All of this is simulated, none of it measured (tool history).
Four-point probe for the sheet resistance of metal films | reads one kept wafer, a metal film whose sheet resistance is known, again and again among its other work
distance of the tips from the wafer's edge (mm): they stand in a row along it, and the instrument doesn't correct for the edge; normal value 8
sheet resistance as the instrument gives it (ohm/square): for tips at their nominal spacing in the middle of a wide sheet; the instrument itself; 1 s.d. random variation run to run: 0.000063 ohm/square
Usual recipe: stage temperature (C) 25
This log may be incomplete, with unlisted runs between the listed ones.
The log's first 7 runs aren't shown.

run    hour  stage temperature (C)  distance of the tips from the wafer's edge (mm)  touches since the probe head was changed  hours of work since the stage's thermometer was calibrated  sheet resistance as the instrument gives it (ohm/square)
  8   520.9                     29                                                8                                     86037                                                         630                                                  0.315249
  9     639                     25                                                9                                     90372                                                         690                                                  0.314086
 10   728.6                     21                                                8                                     93660                                                         735                                                  0.314097
 11   778.6                     21                                                8                                     95498                                                         760                                                  0.314171
 12   853.3                     21                                                8                                     98238                                                         798                                                   0.31418
 13   959.4                     25                                               31                                    102135                                                         852                                                  0.312447
 14  1028.8                     25                                               45                                    104679                                                         887                                                  0.312359
     1036.4  -- stage's thermometer calibrated
 15  1080.9                     25                                                8                                    106576                                                          22                                                  0.314745
 16  1139.2                     25                                                8                                    108714                                                          52                                                  0.314871
 17  1201.9                     18                                                6                                    111016                                                          84                                                  0.315779
 18  1267.7                     31                                               52                                    113432                                                         117                                                  0.313294
 19  1317.8                     19                                               52                                    115269                                                         142                                                  0.311595
 20  1404.4                     19                                               52                                    118450                                                         186                                                  0.311581
 21  1507.9                     19                                               52                                    122246                                                         238                                                  0.311562
 22    1623                     24                                               58                                    126471                                                         296                                                   0.31261
 23  1692.6                     22                                               43                                    129025                                                         331                                                  0.312405
     1734.7  -- stage's thermometer calibrated, once more
 24  1751.6                     35                                               13                                    131173                                                           9                                                  0.315836
 25  1834.6                     28                                               19                                    134219                                                          50                                                  0.314258
 26  1946.5                     33                                                7                                    138328                                                         107                                                   0.31808
 27  2028.5                     25                                               33                                    141336                                                         148                                                   0.31365
 28  2140.2                     25                                               33                                    145437                                                         205                                                  0.313718
 29    2232                     25                                               33                                    148807                                                         251                                                  0.313855
 30    2334                     33                                                8                                    152549                                                         302                                                  0.317705
 31  2449.1                     25                                                4                                    156772                                                         360                                                  0.324013
 32    2544                     32                                               13                                    160258                                                         408                                                  0.316113

5 options for the next run, each taken on its own from the tool as it stands now. Forecast them:
  A  2621.3                     20                                               17                                    163094                                                         447                                                         ?
  B  2621.3                     20                                               13                                    163094                                                         447                                                         ?
  C  2621.3                     32                                               10                                    163094                                                         447                                                         ?
  D  2621.3                     21                                                4                                    163094                                                         447                                                         ?
  E  2621.3                     24                                               57                                    163094                                                         447                                                         ?

run  sheet resistance as the instrument gives it (ohm/square)
  A                                                  0.313825
  B                                                  0.314164
  C                                                  0.316726
  D                                                  0.323536
  E                                                  0.313871
The same runs, with their run-to-run variation unchanged, on a tool lacking any hidden condition would have given:
run  sheet resistance as the instrument gives it (ohm/square)
  A                                                  0.310911
  B                                                  0.311247
  C                                                  0.313782
  D                                                   0.32054
  E                                                  0.310955
